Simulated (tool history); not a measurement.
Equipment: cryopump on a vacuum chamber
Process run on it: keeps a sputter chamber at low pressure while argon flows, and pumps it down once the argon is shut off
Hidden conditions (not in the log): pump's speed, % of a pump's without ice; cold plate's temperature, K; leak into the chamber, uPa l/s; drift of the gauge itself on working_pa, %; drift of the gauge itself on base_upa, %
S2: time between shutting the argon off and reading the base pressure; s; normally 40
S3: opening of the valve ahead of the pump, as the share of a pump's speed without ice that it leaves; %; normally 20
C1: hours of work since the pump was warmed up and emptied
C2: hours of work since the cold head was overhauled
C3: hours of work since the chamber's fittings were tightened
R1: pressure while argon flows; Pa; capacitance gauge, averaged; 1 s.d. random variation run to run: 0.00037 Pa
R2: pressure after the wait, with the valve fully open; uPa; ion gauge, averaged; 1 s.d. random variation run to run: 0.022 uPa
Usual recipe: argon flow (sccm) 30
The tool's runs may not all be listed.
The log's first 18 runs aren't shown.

{"run": 19, "day": 49.683, "argon flow (sccm)": 30, "S2": 103, "S3": 19, "C1": 165, "C2": 1247, "C3": 1386, "R1": 0.1124, "R2": 0.94}
{"run": 20, "day": 51.342, "argon flow (sccm)": 52, "S2": 222, "S3": 15, "C1": 186, "C2": 1268, "C3": 1407, "R1": 0.2476, "R2": 0.86}
{"run": 21, "day": 53.05, "argon flow (sccm)": 15, "S2": 20, "S3": 31, "C1": 207, "C2": 1290, "C3": 1428, "R1": 0.0345, "R2": 1.8}
{"run": 22, "day": 55.858, "argon flow (sccm)": 16, "S2": 235, "S3": 20, "C1": 243, "C2": 1325, "C3": 1464, "R1": 0.0571, "R2": 0.87}
{"run": 23, "day": 58.538, "argon flow (sccm)": 30, "S2": 157, "S3": 20, "C1": 277, "C2": 1359, "C3": 1497, "R1": 0.1081, "R2": 0.92}
{"run": 24, "day": 62.258, "argon flow (sccm)": 30, "S2": 166, "S3": 20, "C1": 323, "C2": 1406, "C3": 1544, "R1": 0.1074, "R2": 1.03}
{"run": 25, "day": 64.354, "argon flow (sccm)": 13, "S2": 64, "S3": 34, "C1": 350, "C2": 1432, "C3": 1571, "R1": 0.0277, "R2": 1.11}
{"run": 26, "day": 67.596, "argon flow (sccm)": 13, "S2": 64, "S3": 34, "C1": 391, "C2": 1473, "C3": 1611, "R1": 0.0282, "R2": 1.13}
{"run": 27, "day": 71.271, "argon flow (sccm)": 13, "S2": 64, "S3": 34, "C1": 437, "C2": 1519, "C3": 1658, "R1": 0.0281, "R2": 1.24}
{"run": 28, "day": 74.3, "argon flow (sccm)": 13, "S2": 64, "S3": 34, "C1": 475, "C2": 1557, "C3": 1696, "R1": 0.0284, "R2": 1.24}
{"run": 29, "day": 77.404, "argon flow (sccm)": 13, "S2": 64, "S3": 34, "C1": 514, "C2": 1596, "C3": 1735, "R1": 0.0282, "R2": 1.26}
{"run": 30, "day": 80.708, "argon flow (sccm)": 13, "S2": 64, "S3": 35, "C1": 556, "C2": 1638, "C3": 1776, "R1": 0.0276, "R2": 1.33}
{"run": 31, "day": 84.046, "argon flow (sccm)": 29, "S2": 21, "S3": 44, "C1": 598, "C2": 1680, "C3": 1818, "R1": 0.0497, "R2": 1.99}
{"run": 32, "day": 86.296, "argon flow (sccm)": 39, "S2": 46, "S3": 44, "C1": 626, "C2": 1708, "C3": 1847, "R1": 0.0671, "R2": 1.46}
{"run": 33, "day": 88.158, "argon flow (sccm)": 39, "S2": 46, "S3": 44, "C1": 649, "C2": 1732, "C3": 1870, "R1": 0.0676, "R2": 1.53}
{"run": 34, "day": 91.071, "argon flow (sccm)": 38, "S2": 44, "S3": 48, "C1": 686, "C2": 1768, "C3": 1907, "R1": 0.0609, "R2": 1.55}

4 options for the next run, each taken on its own from the tool as it stands now. Forecast them:
{"run": "A", "day": 94.125, "argon flow (sccm)": 58, "S2": 40, "S3": 25, "C1": 724, "C2": 1807, "C3": 1945, "R1": "?", "R2": "?"}
{"run": "B", "day": 94.125, "argon flow (sccm)": 22, "S2": 28, "S3": 32, "C1": 724, "C2": 1807, "C3": 1945, "R1": "?", "R2": "?"}
{"run": "C", "day": 94.125, "argon flow (sccm)": 17, "S2": 65, "S3": 20, "C1": 724, "C2": 1807, "C3": 1945, "R1": "?", "R2": "?"}
{"run": "D", "day": 94.125, "argon flow (sccm)": 38, "S2": 44, "S3": 48, "C1": 724, "C2": 1807, "C3": 1945, "R1": "?", "R2": "?"}

run=A R1=0.1717 R2=1.62
run=B R1=0.0513 R2=1.81
run=C R1=0.0623 R2=1.44
run=D R1=0.0607 R2=1.53
Had the tool no hidden state, the same runs would have come out as:
run=A R1=0.1639 R2=0.62
run=B R1=0.0483 R2=0.83
run=C R1=0.06 R2=0.44
run=D R1=0.0556 R2=0.57
